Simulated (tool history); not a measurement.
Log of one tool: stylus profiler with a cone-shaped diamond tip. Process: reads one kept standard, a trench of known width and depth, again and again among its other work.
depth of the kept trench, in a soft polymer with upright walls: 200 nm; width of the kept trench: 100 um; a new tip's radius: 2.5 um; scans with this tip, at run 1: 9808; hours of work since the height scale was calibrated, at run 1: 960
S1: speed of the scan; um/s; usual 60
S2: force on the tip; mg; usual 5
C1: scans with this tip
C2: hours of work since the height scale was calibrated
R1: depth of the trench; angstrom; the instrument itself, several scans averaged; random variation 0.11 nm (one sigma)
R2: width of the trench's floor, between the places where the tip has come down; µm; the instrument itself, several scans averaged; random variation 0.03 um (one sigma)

run,hour,S1,S2,C1,C2,R1,R2
1,0,60,5,9808,960,2056.4,97.6
2,47.3,60,5,10015,981,2055.6,97.67
3,105.9,60,4.37,10271,1006,2052.2,97.64
4,172.7,60,4.37,10562,1034,2052.6,97.57
5,212.6,60,4.37,10736,1051,2051.9,97.59
6,258.4,60,4.37,10936,1071,2053.8,97.61
7,296,60,14.12,11100,1087,2106.7,97.69
8,357.6,28,14.12,11369,1113,2108.9,97.65
9,413.3,28,14.12,11612,1137,2107.3,97.68
10,466.7,28,14.12,11845,1160,2106.6,97.7
11,516.4,138,14.12,12062,1181,2108,97.6
12,547.6,138,9.13,12198,1194,2083.1,97.51
13,589.1,138,9.13,12380,1212,2081,97.44
# hour 592.7: height scale calibrated on a step standard
14,641.5,138,9.13,12606,21,2088.4,97.49
15,676.9,51,3.88,12761,36,2053.1,97.59
16,717.3,51,3.88,12937,53,2054.1,97.62
17,778.8,60,9.32,13205,80,2087.3,97.58
18,855.8,60,2.19,13541,112,2038.7,97.47
# hour 911.7: height scale calibrated on a step standard, once more
19,920.5,60,2.19,13822,4,2030.9,97.49
20,959.2,20,4.67,13991,20,2049.6,97.65
21,996.1,109,1.73,14152,36,2026.7,97.25

Forecast run 22:
22,1068.4,109,1.73,14467,67,?,?

R1: 2025 angstrom
R2: 97.22 µm
Without the tool's hidden state the same run would have given R1 2024.2 angstrom, R2 97.59 µm.

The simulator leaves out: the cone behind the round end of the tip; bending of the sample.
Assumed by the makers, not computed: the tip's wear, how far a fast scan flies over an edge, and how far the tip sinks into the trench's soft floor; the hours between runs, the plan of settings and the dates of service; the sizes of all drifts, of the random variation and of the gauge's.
